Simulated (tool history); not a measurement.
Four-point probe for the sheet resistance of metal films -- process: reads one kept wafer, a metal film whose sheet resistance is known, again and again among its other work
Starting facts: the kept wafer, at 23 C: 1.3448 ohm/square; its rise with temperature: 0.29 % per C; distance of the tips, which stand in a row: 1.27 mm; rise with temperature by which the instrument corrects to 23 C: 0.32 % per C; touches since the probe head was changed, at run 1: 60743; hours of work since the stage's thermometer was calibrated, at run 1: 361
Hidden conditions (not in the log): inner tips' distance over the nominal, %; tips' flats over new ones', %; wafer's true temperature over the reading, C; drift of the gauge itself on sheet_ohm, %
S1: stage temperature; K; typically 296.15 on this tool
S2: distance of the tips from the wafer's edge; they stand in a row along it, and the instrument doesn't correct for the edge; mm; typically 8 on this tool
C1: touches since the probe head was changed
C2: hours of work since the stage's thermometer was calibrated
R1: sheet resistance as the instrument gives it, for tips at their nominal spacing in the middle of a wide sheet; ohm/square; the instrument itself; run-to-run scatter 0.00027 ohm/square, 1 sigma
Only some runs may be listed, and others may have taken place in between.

run    hour      S1  S2     C1   C2        R1
  1       0  296.15   8  60743  361    1.3728
  2      64  296.15   8  61452  391  1.373161
  3   163.6  296.15   8  62555  437  1.372937
  4   293.9  296.15   8  64000  498  1.373119
  5   402.3  299.15   8  65201  548  1.372579
  6   479.6  299.15   8  66058  584  1.372184
  7     577  299.15   8  67137  629   1.37224
  8   687.1  305.15  42  68356  681  1.352853
  9   791.3  306.15  13  69512  729  1.359179
 10   855.5  305.15   3  70223  759  1.469817
 11   965.7  306.15  10  71445  810  1.363495
 12    1025  306.15  10  72101  838  1.363788
 13  1144.5  305.15   5  73426  893  1.398272
 14  1225.1  296.15  18  74319  931  1.360157

Pick out some run-to-run changes in R1. Of each, how much would a tool without hidden state show as well, from the settings, what came in and chance, and how much is left for the hidden state and any gauge scatter not in both results compared?
Run 9 -> 10: S1 306.15 -> 305.15, S2 13 -> 3. R1 +0.110638 ohm/square: hidden state +0.000903, all else +0.109735.
